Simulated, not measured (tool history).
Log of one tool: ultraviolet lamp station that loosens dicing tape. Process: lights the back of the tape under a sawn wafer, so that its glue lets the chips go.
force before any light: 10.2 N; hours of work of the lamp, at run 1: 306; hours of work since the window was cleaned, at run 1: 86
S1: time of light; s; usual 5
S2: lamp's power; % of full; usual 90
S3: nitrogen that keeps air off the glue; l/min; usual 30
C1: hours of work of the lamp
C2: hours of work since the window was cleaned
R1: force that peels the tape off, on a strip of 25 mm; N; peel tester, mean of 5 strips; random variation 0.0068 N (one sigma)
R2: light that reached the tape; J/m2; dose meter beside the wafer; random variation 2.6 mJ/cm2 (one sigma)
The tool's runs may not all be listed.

{"run": 1, "day": 0.0, "S1": 5, "S2": 90, "S3": 30, "C1": 306, "C2": 86, "R1": 0.41, "R2": 2710}
{"run": 2, "day": 1.446, "S1": 5, "S2": 90, "S3": 30, "C1": 323, "C2": 103, "R1": 0.428, "R2": 2670}
{"run": 3, "day": 3.125, "S1": 5, "S2": 90, "S3": 30, "C1": 343, "C2": 123, "R1": 0.422, "R2": 2610}
{"run": 4, "day": 5.329, "S1": 5, "S2": 90, "S3": 30, "C1": 368, "C2": 148, "R1": 0.438, "R2": 2570}
{"run": 5, "day": 7.896, "S1": 9, "S2": 90, "S3": 30, "C1": 398, "C2": 178, "R1": 0.099, "R2": 4570}
{"run": 6, "day": 9.283, "S1": 9, "S2": 90, "S3": 30, "C1": 414, "C2": 194, "R1": 0.106, "R2": 4580}
{"run": 7, "day": 11.05, "S1": 9, "S2": 90, "S3": 30, "C1": 435, "C2": 215, "R1": 0.102, "R2": 4480}
{"run": 8, "day": 13.504, "S1": 9, "S2": 90, "S3": 30, "C1": 464, "C2": 244, "R1": 0.106, "R2": 4370}
{"run": 9, "day": 16.004, "S1": 4, "S2": 90, "S3": 30, "C1": 493, "C2": 273, "R1": 0.96, "R2": 1880}
{"run": 10, "day": 17.912, "S1": 5, "S2": 90, "S3": 30, "C1": 515, "C2": 295, "R1": 0.584, "R2": 2310}
{"run": 11, "day": 19.362, "S1": 5, "S2": 90, "S3": 30, "C1": 532, "C2": 312, "R1": 0.594, "R2": 2280}
{"run": 12, "day": 21.154, "S1": 5, "S2": 90, "S3": 30, "C1": 553, "C2": 333, "R1": 0.646, "R2": 2250}
{"run": 13, "day": 23.25, "S1": 5, "S2": 90, "S3": 30, "C1": 577, "C2": 357, "R1": 0.674, "R2": 2290}
{"run": 14, "day": 24.604, "S1": 5, "S2": 90, "S3": 30, "C1": 593, "C2": 373, "R1": 0.68, "R2": 2200}
{"run": 15, "day": 26.0, "S1": 5, "S2": 90, "S3": 30, "C1": 609, "C2": 389, "R1": 0.7, "R2": 2170}
{"run": 16, "day": 27.283, "S1": 5, "S2": 64, "S3": 30, "C1": 624, "C2": 404, "R1": 1.544, "R2": 1550}
{"run": 17, "day": 28.488, "S1": 5, "S2": 64, "S3": 30, "C1": 638, "C2": 418, "R1": 1.562, "R2": 1540}
{"run": 18, "day": 30.767, "S1": 5, "S2": 64, "S3": 30, "C1": 665, "C2": 445, "R1": 1.656, "R2": 1480}
{"run": 19, "day": 32.054, "S1": 5, "S2": 64, "S3": 30, "C1": 680, "C2": 460, "R1": 1.666, "R2": 1410}
{"run": 20, "day": 33.4, "S1": 2, "S2": 90, "S3": 30, "C1": 695, "C2": 476, "R1": 3.605, "R2": 780}
{"run": 21, "day": 35.142, "S1": 2, "S2": 90, "S3": 30, "C1": 716, "C2": 496, "R1": 3.76, "R2": 800}
{"run": 22, "day": 36.558, "S1": 2, "S2": 90, "S3": 30, "C1": 732, "C2": 512, "R1": 3.96, "R2": 790}
{"run": 23, "day": 38.904, "S1": 2, "S2": 64, "S3": 24, "C1": 760, "C2": 540, "R1": 5.293, "R2": 580}
{"day": 41.046, "done": "window cleaned of glue's vapour"}
{"run": 24, "day": 41.483, "S1": 2, "S2": 64, "S3": 24, "C1": 789, "C2": 5, "R1": 5.394, "R2": 580}
{"run": 25, "day": 43.262, "S1": 2, "S2": 64, "S3": 24, "C1": 810, "C2": 26, "R1": 5.379, "R2": 540}
{"run": 26, "day": 45.354, "S1": 7, "S2": 89, "S3": 11, "C1": 835, "C2": 50, "R1": 1.049, "R2": 2660}
{"run": 27, "day": 46.496, "S1": 4, "S2": 69, "S3": 16, "C1": 848, "C2": 64, "R1": 3.229, "R2": 1140}
{"run": 28, "day": 48.525, "S1": 4, "S2": 69, "S3": 16, "C1": 871, "C2": 87, "R1": 3.386, "R2": 1140}
{"run": 29, "day": 50.233, "S1": 4, "S2": 69, "S3": 16, "C1": 891, "C2": 107, "R1": 3.322, "R2": 1110}
{"run": 30, "day": 51.329, "S1": 4, "S2": 69, "S3": 16, "C1": 904, "C2": 120, "R1": 3.297, "R2": 1140}
{"run": 31, "day": 52.467, "S1": 7, "S2": 70, "S3": 53, "C1": 917, "C2": 133, "R1": 0.61, "R2": 1970}
{"run": 32, "day": 53.742, "S1": 5, "S2": 86, "S3": 14, "C1": 932, "C2": 148, "R1": 2.149, "R2": 1760}
{"day": 54.238, "done": "lamp changed"}
{"run": 33, "day": 54.975, "S1": 5, "S2": 90, "S3": 25, "C1": 9, "C2": 162, "R1": 0.311, "R2": 3120}
{"run": 34, "day": 56.55, "S1": 5, "S2": 90, "S3": 12, "C1": 27, "C2": 180, "R1": 0.7, "R2": 3050}
{"run": 35, "day": 58.088, "S1": 4, "S2": 91, "S3": 12, "C1": 45, "C2": 198, "R1": 1.101, "R2": 2480}
{"run": 36, "day": 59.771, "S1": 3, "S2": 91, "S3": 12, "C1": 65, "C2": 218, "R1": 2.004, "R2": 1860}
{"run": 37, "day": 60.883, "S1": 5, "S2": 76, "S3": 17, "C1": 77, "C2": 231, "R1": 0.786, "R2": 2550}
{"run": 38, "day": 62.217, "S1": 4, "S2": 69, "S3": 18, "C1": 93, "C2": 246, "R1": 1.498, "R2": 1830}
{"run": 39, "day": 64.512, "S1": 4, "S2": 86, "S3": 13, "C1": 120, "C2": 273, "R1": 1.333, "R2": 2240}
{"run": 40, "day": 65.933, "S1": 4, "S2": 86, "S3": 19, "C1": 136, "C2": 290, "R1": 0.984, "R2": 2250}
{"run": 41, "day": 67.767, "S1": 4, "S2": 86, "S3": 19, "C1": 158, "C2": 311, "R1": 1.026, "R2": 2200}
{"run": 42, "day": 69.892, "S1": 8, "S2": 90, "S3": 50, "C1": 182, "C2": 336, "R1": 0.097, "R2": 4530}
{"run": 43, "day": 71.5, "S1": 8, "S2": 65, "S3": 27, "C1": 201, "C2": 354, "R1": 0.269, "R2": 3190}

How the hidden state differs across the entries between the runs, from the last listed run before each to the first after it:
Between runs 23 and 24: window cleaned of glue's vapour (day 41.046)
  lamp's light, % of a new lamp's: 63.3 -> 61.9; light that the window lets through, % of a clean one's: 93 -> 98.9
  measured less the result without the state, R1: +1.889 -> +1.838 N; R2: -390 -> -360 J/m2
Between runs 32 and 33: lamp changed (day 54.238)
  lamp's light, % of a new lamp's: 55.5 -> 98.6; light that the window lets through, % of a clean one's: 97.5 -> 97.4
  measured less the result without the state, R1: +1.544 -> +0.034 N; R2: -1450 -> -130 J/m2
